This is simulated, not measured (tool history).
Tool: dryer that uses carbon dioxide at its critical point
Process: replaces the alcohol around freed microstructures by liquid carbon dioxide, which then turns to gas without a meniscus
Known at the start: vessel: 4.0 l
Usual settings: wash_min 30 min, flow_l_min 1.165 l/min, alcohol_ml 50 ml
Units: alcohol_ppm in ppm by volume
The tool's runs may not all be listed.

run  hour  wash_min  flow_l_min  alcohol_ml  alcohol_ppm
  1   0.0        30       1.165          50           31
  2   7.7        30       1.165          50           39
  3  12.8        30       1.165          50           26
  4  19.2        30       1.165          50           39
  5  23.5        30       1.165          50           43
  6  28.3        37       1.165          50           18
  7  35.8        37       1.165          50           20
  8  42.4        37       1.165          68           27
  9  49.7        45       1.110          27           15
 10  57.7        24       0.720          35          427
 11  63.7        24       0.720          35          419
 12  68.6        24       0.720          53          642
 13  77.2        24       0.720          53          651
 14  82.9        24       0.720          53          630
 15  92.3        24       0.720          53          623

Forecast each of these 4 alternatives for the next run:
  A  99.6        30       1.165          43            ?
  B  99.6        35       0.990         105            ?
  C  99.6        35       1.680          88            ?
  D  99.6        38       0.720          57            ?

run  alcohol_ppm
  A           64
  B          102
  C           28
  D          138
Without the tool's hidden state the same runs would have given:
run  alcohol_ppm
  A           27
  B           59
  C            0
  D           87
